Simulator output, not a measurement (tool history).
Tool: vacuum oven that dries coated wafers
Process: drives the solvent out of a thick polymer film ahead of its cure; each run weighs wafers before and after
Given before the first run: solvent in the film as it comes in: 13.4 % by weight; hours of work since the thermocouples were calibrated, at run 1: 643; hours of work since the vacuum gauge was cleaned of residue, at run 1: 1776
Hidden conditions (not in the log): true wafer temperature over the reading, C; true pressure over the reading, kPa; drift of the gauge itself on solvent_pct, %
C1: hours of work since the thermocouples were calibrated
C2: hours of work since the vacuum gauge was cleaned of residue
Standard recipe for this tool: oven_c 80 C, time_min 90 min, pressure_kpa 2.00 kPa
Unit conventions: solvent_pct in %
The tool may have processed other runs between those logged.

run 1 day=0.000 | oven_c=80 time_min=90 pressure_kpa=2.00 | C1=643 C2=1776 | solvent_pct=1.95
run 2 day=2.967 | oven_c=80 time_min=133 pressure_kpa=2.00 | C1=689 C2=1822 | solvent_pct=1.59
run 3 day=4.483 | oven_c=81 time_min=90 pressure_kpa=2.00 | C1=713 C2=1846 | solvent_pct=1.82
run 4 day=6.312 | oven_c=81 time_min=82 pressure_kpa=2.00 | C1=741 C2=1874 | solvent_pct=1.93
run 5 day=8.071 | oven_c=81 time_min=82 pressure_kpa=2.00 | C1=769 C2=1901 | solvent_pct=1.90
run 6 day=10.408 | oven_c=81 time_min=82 pressure_kpa=2.00 | C1=805 C2=1938 | solvent_pct=2.06
run 7 day=13.521 | oven_c=81 time_min=82 pressure_kpa=2.00 | C1=853 C2=1986 | solvent_pct=2.00
-- day=15.250 oven's thermocouples calibrated
run 8 day=17.050 | oven_c=81 time_min=82 pressure_kpa=2.00 | C1=28 C2=2040 | solvent_pct=1.73
run 9 day=20.042 | oven_c=81 time_min=82 pressure_kpa=3.80 | C1=74 C2=2086 | solvent_pct=2.84
run 10 day=22.854 | oven_c=81 time_min=82 pressure_kpa=3.80 | C1=118 C2=2130 | solvent_pct=2.83
run 11 day=24.717 | oven_c=81 time_min=82 pressure_kpa=3.80 | C1=147 C2=2159 | solvent_pct=2.85
run 12 day=26.975 | oven_c=86 time_min=90 pressure_kpa=2.00 | C1=182 C2=2194 | solvent_pct=1.22
run 13 day=29.271 | oven_c=86 time_min=90 pressure_kpa=2.00 | C1=218 C2=2229 | solvent_pct=1.20
run 14 day=32.629 | oven_c=80 time_min=94 pressure_kpa=2.00 | C1=270 C2=2282 | solvent_pct=1.86
-- day=32.996 vacuum gauge cleaned of residue and calibrated
run 15 day=34.362 | oven_c=80 time_min=94 pressure_kpa=2.00 | C1=296 C2=21 | solvent_pct=1.99
run 16 day=36.942 | oven_c=80 time_min=107 pressure_kpa=2.00 | C1=336 C2=61 | solvent_pct=1.82
run 17 day=39.071 | oven_c=80 time_min=59 pressure_kpa=1.50 | C1=369 C2=94 | solvent_pct=2.58
run 18 day=40.525 | oven_c=86 time_min=129 pressure_kpa=1.58 | C1=392 C2=117 | solvent_pct=1.06
run 19 day=42.108 | oven_c=66 time_min=54 pressure_kpa=1.58 | C1=416 C2=142 | solvent_pct=6.90
run 20 day=45.117 | oven_c=80 time_min=57 pressure_kpa=5.51 | C1=463 C2=188 | solvent_pct=5.01
run 21 day=47.792 | oven_c=80 time_min=67 pressure_kpa=5.03 | C1=505 C2=230 | solvent_pct=4.47
run 22 day=49.917 | oven_c=65 time_min=90 pressure_kpa=2.00 | C1=538 C2=263 | solvent_pct=6.08
-- day=50.979 vacuum gauge cleaned of residue and calibrated, once more
run 23 day=51.562 | oven_c=80 time_min=101 pressure_kpa=2.51 | C1=562 C2=9 | solvent_pct=1.94
run 24 day=54.783 | oven_c=67 time_min=90 pressure_kpa=1.16 | C1=612 C2=59 | solvent_pct=4.29
run 25 day=57.917 | oven_c=91 time_min=126 pressure_kpa=1.16 | C1=661 C2=108 | solvent_pct=0.50
run 26 day=59.621 | oven_c=87 time_min=66 pressure_kpa=1.66 | C1=687 C2=134 | solvent_pct=1.19
run 27 day=62.129 | oven_c=83 time_min=56 pressure_kpa=3.64 | C1=726 C2=173 | solvent_pct=3.20
run 28 day=65.075 | oven_c=73 time_min=72 pressure_kpa=4.77 | C1=772 C2=219 | solvent_pct=6.01
run 29 day=68.162 | oven_c=82 time_min=133 pressure_kpa=5.91 | C1=820 C2=267 | solvent_pct=3.68

Alternative continuations, all from the tool just after run 29; predict every row:
run A day=69.875 | oven_c=69 time_min=90 pressure_kpa=1.94 | C1=847 C2=294 | solvent_pct=?
run B day=69.875 | oven_c=80 time_min=90 pressure_kpa=2.00 | C1=847 C2=294 | solvent_pct=?
run C day=69.875 | oven_c=69 time_min=62 pressure_kpa=1.31 | C1=847 C2=294 | solvent_pct=?
run D day=69.875 | oven_c=82 time_min=133 pressure_kpa=3.05 | C1=847 C2=294 | solvent_pct=?
run E day=69.875 | oven_c=78 time_min=145 pressure_kpa=7.12 | C1=847 C2=294 | solvent_pct=?

run=A solvent_pct=4.56
run=B solvent_pct=1.98
run=C solvent_pct=5.40
run=D solvent_pct=2.00
run=E solvent_pct=5.26
Stripped of hidden state, with their random variation kept, the same runs would have yielded:
run=A solvent_pct=4.05
run=B solvent_pct=1.72
run=C solvent_pct=4.90
run=D solvent_pct=1.83
run=E solvent_pct=4.88

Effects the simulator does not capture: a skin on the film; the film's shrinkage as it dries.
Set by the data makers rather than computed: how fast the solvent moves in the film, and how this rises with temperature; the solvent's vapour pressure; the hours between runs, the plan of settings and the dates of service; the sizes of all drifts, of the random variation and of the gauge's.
